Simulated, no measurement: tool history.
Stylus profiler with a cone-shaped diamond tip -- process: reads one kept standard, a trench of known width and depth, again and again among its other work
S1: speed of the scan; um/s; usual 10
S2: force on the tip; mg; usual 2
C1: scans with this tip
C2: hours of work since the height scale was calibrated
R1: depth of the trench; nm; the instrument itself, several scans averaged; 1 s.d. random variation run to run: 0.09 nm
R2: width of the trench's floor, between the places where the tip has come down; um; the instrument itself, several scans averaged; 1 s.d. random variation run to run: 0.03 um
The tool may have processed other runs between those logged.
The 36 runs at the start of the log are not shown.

{"run": 37, "hour": 897.5, "S1": 21, "S2": 3.78, "C1": 5529, "C2": 314, "R1": 203.69, "R2": 16.62}
{"run": 38, "hour": 923.4, "S1": 8, "S2": 2, "C1": 5664, "C2": 331, "R1": 202.36, "R2": 16.6}
{"run": 39, "hour": 946.2, "S1": 8, "S2": 2, "C1": 5783, "C2": 347, "R1": 202.36, "R2": 16.61}
{"run": 40, "hour": 965.8, "S1": 8, "S2": 2, "C1": 5885, "C2": 360, "R1": 202.35, "R2": 16.65}
{"run": 41, "hour": 987.9, "S1": 7, "S2": 1.31, "C1": 6000, "C2": 375, "R1": 201.87, "R2": 16.67}
{"run": 42, "hour": 1014.9, "S1": 6, "S2": 2, "C1": 6141, "C2": 393, "R1": 202.5, "R2": 16.64}
{"run": 43, "hour": 1043.9, "S1": 31, "S2": 1.31, "C1": 6292, "C2": 413, "R1": 201.82, "R2": 16.47}
{"run": 44, "hour": 1064.7, "S1": 8, "S2": 0.93, "C1": 6400, "C2": 427, "R1": 201.45, "R2": 16.55}
{"run": 45, "hour": 1100.4, "S1": 6, "S2": 3.63, "C1": 6586, "C2": 451, "R1": 203.51, "R2": 16.61}

Below are 3 alternative next runs, each starting from the tool's condition after run 45. Predict each:
{"run": "A", "hour": 1124.4, "S1": 5, "S2": 2, "C1": 6711, "C2": 467, "R1": "?", "R2": "?"}
{"run": "B", "hour": 1124.4, "S1": 6, "S2": 1.07, "C1": 6711, "C2": 467, "R1": "?", "R2": "?"}
{"run": "C", "hour": 1124.4, "S1": 8, "S2": 5.05, "C1": 6711, "C2": 467, "R1": "?", "R2": "?"}

run=A R1=202.4 R2=16.56
run=B R1=201.7 R2=16.56
run=C R1=204.24 R2=16.51
Had the tool no hidden state, the same runs would have come out as:
run=A R1=202.23 R2=17.2
run=B R1=201.53 R2=17.19
run=C R1=204.06 R2=17.14
